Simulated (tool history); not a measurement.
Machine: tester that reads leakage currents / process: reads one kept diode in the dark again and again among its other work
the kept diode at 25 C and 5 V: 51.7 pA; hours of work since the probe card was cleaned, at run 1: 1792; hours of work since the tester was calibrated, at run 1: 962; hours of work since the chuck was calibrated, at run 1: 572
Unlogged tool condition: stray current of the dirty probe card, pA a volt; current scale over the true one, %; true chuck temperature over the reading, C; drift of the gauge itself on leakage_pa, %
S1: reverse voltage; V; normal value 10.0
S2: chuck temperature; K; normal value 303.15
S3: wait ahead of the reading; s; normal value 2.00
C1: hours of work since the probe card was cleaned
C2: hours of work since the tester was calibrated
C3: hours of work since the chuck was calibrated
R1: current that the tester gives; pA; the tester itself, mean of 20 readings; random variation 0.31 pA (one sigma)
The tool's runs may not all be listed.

run   hour    S1      S2    S3    C1    C2   C3      R1
  1    0.0  10.0  303.15  2.00  1792   962  572   98.14
  2   23.2  10.0  303.15  2.50  1806   976  586   98.41
  3   60.2  10.0  303.15  2.50  1829   999  609   98.16
  4   93.4  10.0  303.15  2.10  1849  1020  630   98.17
      97.8  -- chuck's temperature calibrated
  5  121.6  10.0  303.15  2.10  1866  1036   15   96.70
  6  144.0  10.0  303.15  2.10  1880  1050   29   96.01
  7  178.7  10.0  303.15  1.48  1901  1071   50   96.82
  8  213.7   9.6  303.15  1.48  1923  1093   72   94.88
     229.7  -- chuck's temperature calibrated, once more
  9  241.6   9.6  303.15  1.57  1939  1109    7  101.35
 10  260.2   7.9  294.15  2.52  1950  1121   19   45.57
 11  286.0   7.9  306.15  0.40  1966  1137   35  122.59
 12  308.6   2.2  303.15  9.42  1980  1151   49   59.72
 13  336.0   2.2  303.15  9.42  1997  1168   66   60.11
 14  367.7   2.2  323.15  7.42  2017  1187   86  283.94
 15  406.4   3.4  299.15  7.42  2041  1211  109   49.59

Here are 5 independent what-if runs from the current tool condition. What would each one return?
  A  434.1  6.9  299.15  9.30  2058  1228  127   ?
  B  434.1  3.4  314.15  0.89  2058  1228  127   ?
  C  434.1  3.4  301.15  7.42  2058  1228  127   ?
  D  434.1  1.3  299.15  7.42  2058  1228  127   ?
  E  434.1  7.1  318.15  1.06  2058  1228  127   ?

run      R1
  A   64.30
  B  166.69
  C   58.40
  D   35.49
  E  292.33
Stripped of hidden state, with their random variation kept, the same runs would have yielded:
run      R1
  A   63.26
  B  168.16
  C   58.32
  D   35.67
  E  294.50
